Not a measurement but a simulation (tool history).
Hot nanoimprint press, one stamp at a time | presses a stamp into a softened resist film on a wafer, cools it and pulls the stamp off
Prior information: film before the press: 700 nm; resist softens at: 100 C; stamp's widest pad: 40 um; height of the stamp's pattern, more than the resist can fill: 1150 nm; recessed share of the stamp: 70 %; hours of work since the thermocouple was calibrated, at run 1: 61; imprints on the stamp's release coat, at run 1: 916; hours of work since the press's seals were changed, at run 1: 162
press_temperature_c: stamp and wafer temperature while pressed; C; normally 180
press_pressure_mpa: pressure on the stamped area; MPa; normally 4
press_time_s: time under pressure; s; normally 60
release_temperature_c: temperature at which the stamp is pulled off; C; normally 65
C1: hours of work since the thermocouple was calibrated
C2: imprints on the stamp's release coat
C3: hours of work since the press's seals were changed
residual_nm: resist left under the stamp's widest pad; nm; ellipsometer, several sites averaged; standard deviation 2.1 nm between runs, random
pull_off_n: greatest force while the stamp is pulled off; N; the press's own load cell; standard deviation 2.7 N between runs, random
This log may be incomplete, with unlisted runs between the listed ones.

{"run": 1, "hour": 0.0, "press_temperature_c": 180, "press_pressure_mpa": 4, "press_time_s": 60, "release_temperature_c": 65, "C1": 61, "C2": 916, "C3": 162, "residual_nm": 351.6, "pull_off_n": 126}
{"run": 2, "hour": 30.3, "press_temperature_c": 180, "press_pressure_mpa": 4, "press_time_s": 60, "release_temperature_c": 65, "C1": 78, "C2": 1013, "C3": 179, "residual_nm": 353.1, "pull_off_n": 132}
{"hour": 65.4, "done": "stamp cleaned and given a new release coat"}
{"run": 3, "hour": 98.3, "press_temperature_c": 180, "press_pressure_mpa": 4, "press_time_s": 60, "release_temperature_c": 65, "C1": 112, "C2": 104, "C3": 214, "residual_nm": 351.8, "pull_off_n": 131}
{"run": 4, "hour": 130.1, "press_temperature_c": 180, "press_pressure_mpa": 4, "press_time_s": 60, "release_temperature_c": 65, "C1": 130, "C2": 206, "C3": 232, "residual_nm": 349.8, "pull_off_n": 128}
{"run": 5, "hour": 160.9, "press_temperature_c": 180, "press_pressure_mpa": 4, "press_time_s": 60, "release_temperature_c": 65, "C1": 148, "C2": 304, "C3": 249, "residual_nm": 351.1, "pull_off_n": 125}
{"run": 6, "hour": 225.2, "press_temperature_c": 180, "press_pressure_mpa": 4, "press_time_s": 60, "release_temperature_c": 65, "C1": 184, "C2": 508, "C3": 285, "residual_nm": 352.7, "pull_off_n": 128}
{"run": 7, "hour": 261.4, "press_temperature_c": 180, "press_pressure_mpa": 3.45, "press_time_s": 60, "release_temperature_c": 65, "C1": 204, "C2": 624, "C3": 305, "residual_nm": 376, "pull_off_n": 129}
{"run": 8, "hour": 313.4, "press_temperature_c": 180, "press_pressure_mpa": 3.45, "press_time_s": 60, "release_temperature_c": 65, "C1": 233, "C2": 789, "C3": 335, "residual_nm": 372.1, "pull_off_n": 130}
{"run": 9, "hour": 359.9, "press_temperature_c": 180, "press_pressure_mpa": 4, "press_time_s": 60, "release_temperature_c": 65, "C1": 260, "C2": 938, "C3": 361, "residual_nm": 353.4, "pull_off_n": 128}
{"run": 10, "hour": 400.6, "press_temperature_c": 180, "press_pressure_mpa": 4, "press_time_s": 60, "release_temperature_c": 65, "C1": 282, "C2": 1067, "C3": 384, "residual_nm": 348.9, "pull_off_n": 130}
{"hour": 416.3, "done": "stamp cleaned and given a new release coat"}
{"run": 11, "hour": 471.2, "press_temperature_c": 180, "press_pressure_mpa": 6.1, "press_time_s": 60, "release_temperature_c": 65, "C1": 319, "C2": 175, "C3": 420, "residual_nm": 297.1, "pull_off_n": 130}
{"run": 12, "hour": 526.5, "press_temperature_c": 180, "press_pressure_mpa": 6.1, "press_time_s": 60, "release_temperature_c": 65, "C1": 350, "C2": 351, "C3": 451, "residual_nm": 296.6, "pull_off_n": 128}
{"run": 13, "hour": 567.9, "press_temperature_c": 180, "press_pressure_mpa": 4, "press_time_s": 60, "release_temperature_c": 65, "C1": 373, "C2": 483, "C3": 474, "residual_nm": 353.9, "pull_off_n": 128}
{"run": 14, "hour": 629.4, "press_temperature_c": 169, "press_pressure_mpa": 4, "press_time_s": 60, "release_temperature_c": 65, "C1": 408, "C2": 679, "C3": 509, "residual_nm": 509.8, "pull_off_n": 132}
{"run": 15, "hour": 672.1, "press_temperature_c": 169, "press_pressure_mpa": 4, "press_time_s": 60, "release_temperature_c": 65, "C1": 432, "C2": 815, "C3": 533, "residual_nm": 507.6, "pull_off_n": 125}
{"hour": 704.3, "done": "plate thermocouple calibrated"}
{"run": 16, "hour": 731.1, "press_temperature_c": 180, "press_pressure_mpa": 4, "press_time_s": 60, "release_temperature_c": 61, "C1": 15, "C2": 993, "C3": 564, "residual_nm": 352.5, "pull_off_n": 136}
{"hour": 772.6, "done": "stamp cleaned and given a new release coat"}
{"run": 17, "hour": 792.5, "press_temperature_c": 180, "press_pressure_mpa": 4, "press_time_s": 75, "release_temperature_c": 65, "C1": 46, "C2": 63, "C3": 596, "residual_nm": 321.9, "pull_off_n": 130}
{"run": 18, "hour": 860.0, "press_temperature_c": 176, "press_pressure_mpa": 4, "press_time_s": 77, "release_temperature_c": 54, "C1": 84, "C2": 278, "C3": 634, "residual_nm": 375.4, "pull_off_n": 149}
{"run": 19, "hour": 910.0, "press_temperature_c": 180, "press_pressure_mpa": 2.96, "press_time_s": 79, "release_temperature_c": 54, "C1": 112, "C2": 437, "C3": 662, "residual_nm": 359.1, "pull_off_n": 150}
{"run": 20, "hour": 971.5, "press_temperature_c": 180, "press_pressure_mpa": 2.96, "press_time_s": 79, "release_temperature_c": 54, "C1": 147, "C2": 633, "C3": 696, "residual_nm": 357.2, "pull_off_n": 142}
{"run": 21, "hour": 1008.7, "press_temperature_c": 187, "press_pressure_mpa": 4.65, "press_time_s": 60, "release_temperature_c": 59, "C1": 168, "C2": 752, "C3": 717, "residual_nm": 251.9, "pull_off_n": 137}
{"run": 22, "hour": 1038.0, "press_temperature_c": 187, "press_pressure_mpa": 4.65, "press_time_s": 60, "release_temperature_c": 59, "C1": 184, "C2": 845, "C3": 734, "residual_nm": 250.8, "pull_off_n": 133}
{"run": 23, "hour": 1097.0, "press_temperature_c": 180, "press_pressure_mpa": 4, "press_time_s": 34, "release_temperature_c": 66, "C1": 217, "C2": 1033, "C3": 767, "residual_nm": 426.4, "pull_off_n": 128}
{"hour": 1126.4, "done": "stamp cleaned and given a new release coat"}
{"hour": 1150.7, "done": "press's hydraulic seals changed and the load cell set to zero"}
{"run": 24, "hour": 1156.7, "press_temperature_c": 171, "press_pressure_mpa": 4, "press_time_s": 34, "release_temperature_c": 66, "C1": 243, "C2": 71, "C3": 3, "residual_nm": 549, "pull_off_n": 125}
{"run": 25, "hour": 1191.2, "press_temperature_c": 171, "press_pressure_mpa": 4, "press_time_s": 34, "release_temperature_c": 66, "C1": 263, "C2": 181, "C3": 23, "residual_nm": 549, "pull_off_n": 123}
{"run": 26, "hour": 1221.6, "press_temperature_c": 171, "press_pressure_mpa": 4, "press_time_s": 34, "release_temperature_c": 66, "C1": 280, "C2": 278, "C3": 40, "residual_nm": 549.4, "pull_off_n": 120}
{"run": 27, "hour": 1286.0, "press_temperature_c": 171, "press_pressure_mpa": 6.35, "press_time_s": 49, "release_temperature_c": 55, "C1": 316, "C2": 483, "C3": 76, "residual_nm": 445.1, "pull_off_n": 145}
{"run": 28, "hour": 1316.2, "press_temperature_c": 180, "press_pressure_mpa": 5.29, "press_time_s": 75, "release_temperature_c": 65, "C1": 333, "C2": 579, "C3": 93, "residual_nm": 287.1, "pull_off_n": 125}
{"run": 29, "hour": 1373.8, "press_temperature_c": 174, "press_pressure_mpa": 3.4, "press_time_s": 101, "release_temperature_c": 53, "C1": 365, "C2": 762, "C3": 125, "residual_nm": 388.2, "pull_off_n": 151}

What if the next run were any one of these 3? Each begins from the tool's condition after run 29:
{"run": "A", "hour": 1404.8, "press_temperature_c": 180, "press_pressure_mpa": 4.21, "press_time_s": 36, "release_temperature_c": 52, "C1": 383, "C2": 861, "C3": 143, "residual_nm": "?", "pull_off_n": "?"}
{"run": "B", "hour": 1404.8, "press_temperature_c": 173, "press_pressure_mpa": 4, "press_time_s": 60, "release_temperature_c": 68, "C1": 383, "C2": 861, "C3": 143, "residual_nm": "?", "pull_off_n": "?"}
{"run": "C", "hour": 1404.8, "press_temperature_c": 180, "press_pressure_mpa": 4, "press_time_s": 60, "release_temperature_c": 59, "C1": 383, "C2": 861, "C3": 143, "residual_nm": "?", "pull_off_n": "?"}

run=A residual_nm=412.9 pull_off_n=155
run=B residual_nm=452.1 pull_off_n=125
run=C residual_nm=349.8 pull_off_n=139
Take away the tool's hidden state, keep each run's random variation, and the runs would have read:
run=A residual_nm=413.6 pull_off_n=153
run=B residual_nm=452.9 pull_off_n=124
run=C residual_nm=350.5 pull_off_n=137

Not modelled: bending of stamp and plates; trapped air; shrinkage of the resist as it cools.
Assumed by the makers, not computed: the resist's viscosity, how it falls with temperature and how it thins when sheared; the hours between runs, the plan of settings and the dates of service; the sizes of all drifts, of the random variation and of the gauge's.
